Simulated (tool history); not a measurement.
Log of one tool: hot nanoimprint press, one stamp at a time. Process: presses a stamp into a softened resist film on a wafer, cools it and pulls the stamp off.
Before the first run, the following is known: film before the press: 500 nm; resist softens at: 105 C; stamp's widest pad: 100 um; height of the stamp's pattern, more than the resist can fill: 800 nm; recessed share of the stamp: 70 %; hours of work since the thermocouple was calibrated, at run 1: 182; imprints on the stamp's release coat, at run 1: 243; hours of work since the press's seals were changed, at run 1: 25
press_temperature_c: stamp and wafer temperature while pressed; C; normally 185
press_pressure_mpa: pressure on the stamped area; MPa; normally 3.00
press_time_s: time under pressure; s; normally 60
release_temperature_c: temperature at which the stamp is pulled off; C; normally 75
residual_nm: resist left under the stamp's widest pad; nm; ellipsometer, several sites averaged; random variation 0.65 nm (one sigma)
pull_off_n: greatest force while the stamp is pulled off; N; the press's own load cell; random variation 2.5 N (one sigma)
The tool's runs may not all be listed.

run   hour  press_temperature_c  press_pressure_mpa  press_time_s  release_temperature_c  hours of work since the thermocouple was calibrated  imprints on the stamp's release coat  hours of work since the press's seals were changed  residual_nm  pull_off_n
  1    0.0                  185                3.00            60                     75                                                  182                                   243                                                  25        190.3         121
  2    5.0                  186                3.00            60                     75                                                  185                                   264                                                  28        182.6         122
  3   15.9                  185                3.00            60                     80                                                  193                                   312                                                  36        187.8         108
  4   23.4                  185                3.00            60                     80                                                  198                                   344                                                  41        188.8         109
  5   33.6                  185                3.00            60                     80                                                  205                                   388                                                  48        189.0         110
  6   41.7                  185                3.00            60                     80                                                  211                                   423                                                  53        189.5         110
  7   47.7                  185                3.00            60                     68                                                  215                                   450                                                  58        188.3         149
  8   57.3                  185                3.00            60                     68                                                  221                                   491                                                  64        189.3         159
      61.0  -- plate thermocouple calibrated
  9   70.3                  185                3.00            60                     68                                                    6                                   535                                                  71        186.2         152
 10   75.6                  185                3.00            60                     68                                                   10                                   558                                                  75        188.0         155
 11   82.9                  185                3.00            60                     75                                                   15                                   589                                                  80        187.4         138
 12   88.5                  185                3.00            60                     75                                                   19                                   613                                                  84        187.7         134
 13   93.9                  188                3.00            60                     75                                                   23                                   637                                                  87        167.4         136
      98.8  -- plate thermocouple calibrated, once more
 14  102.4                  188                3.00            60                     75                                                    2                                   661                                                  91        176.7         139
 15  107.0                  188                4.47            60                     65                                                    6                                   681                                                  94        141.4         184
 16  112.7                  188                4.47            60                     65                                                   10                                   705                                                  98        142.1         179
 17  123.8                  188                4.47            60                     65                                                   17                                   753                                                 106        140.8         176
 18  133.0                  185                3.00            80                     64                                                   24                                   793                                                 112        176.0         190
 19  138.1                  185                3.00            80                     64                                                   27                                   815                                                 116        176.3         191
 20  147.9                  185                3.00            89                     75                                                   34                                   858                                                 122        169.4         151
 21  152.8                  187                3.56           114                     83                                                   37                                   879                                                 126        129.1         113
 22  158.2                  187                3.56           114                     83                                                   41                                   902                                                 129        129.2         121
 23  167.0                  185                3.00            60                     76                                                   47                                   940                                                 135        195.8         150
 24  172.4                  184                3.00            60                     62                                                   51                                   964                                                 139        203.3         204
 25  181.5                  193                2.99            60                     65                                                   57                                  1003                                                 145        146.9         194
 26  188.6                  176                3.67            60                     65                                                   62                                  1034                                                 150        245.9         197
 27  196.7                  196                2.15            38                     74                                                   67                                  1069                                                 156        190.7         156

Difference, measured minus no-hidden-state, one row per run. Run-to-run variation is common to both terms; the gauge's own scatter need not be:
Hidden conditions of the tool in this case: true temperature over the reading, C; pressure that arrives at the usual setting, %; grip of the stamp's worn release coat, % over a new coat's; drift of the gauge itself on residual_nm, %; drift of the gauge itself on pull_off_n, %.
run  residual_nm  pull_off_n
  1         -5.6          +6
  2         -5.4          +6
  3         -5.7          +7
  4         -5.8          +8
  5         -5.9          +9
  6         -6.0         +10
  7         -6.1         +15
  8         -6.2         +18
  9         -7.7         +18
 10         -7.9         +19
 11         -8.0         +17
 12         -8.0         +17
 13         -7.1         +18
 14         +1.3         +24
 15         +1.3         +33
 16         +1.2         +32
 17         +1.1         +33
 18         +1.0         +38
 19         +1.0         +39
 20         +0.9         +32
 21         +0.7         +24
 22         +0.7         +26
 23         +0.8         +34
 24         +0.7         +47
 25         +0.5         +46
 26         +0.7         +49
 27         +0.2         +39
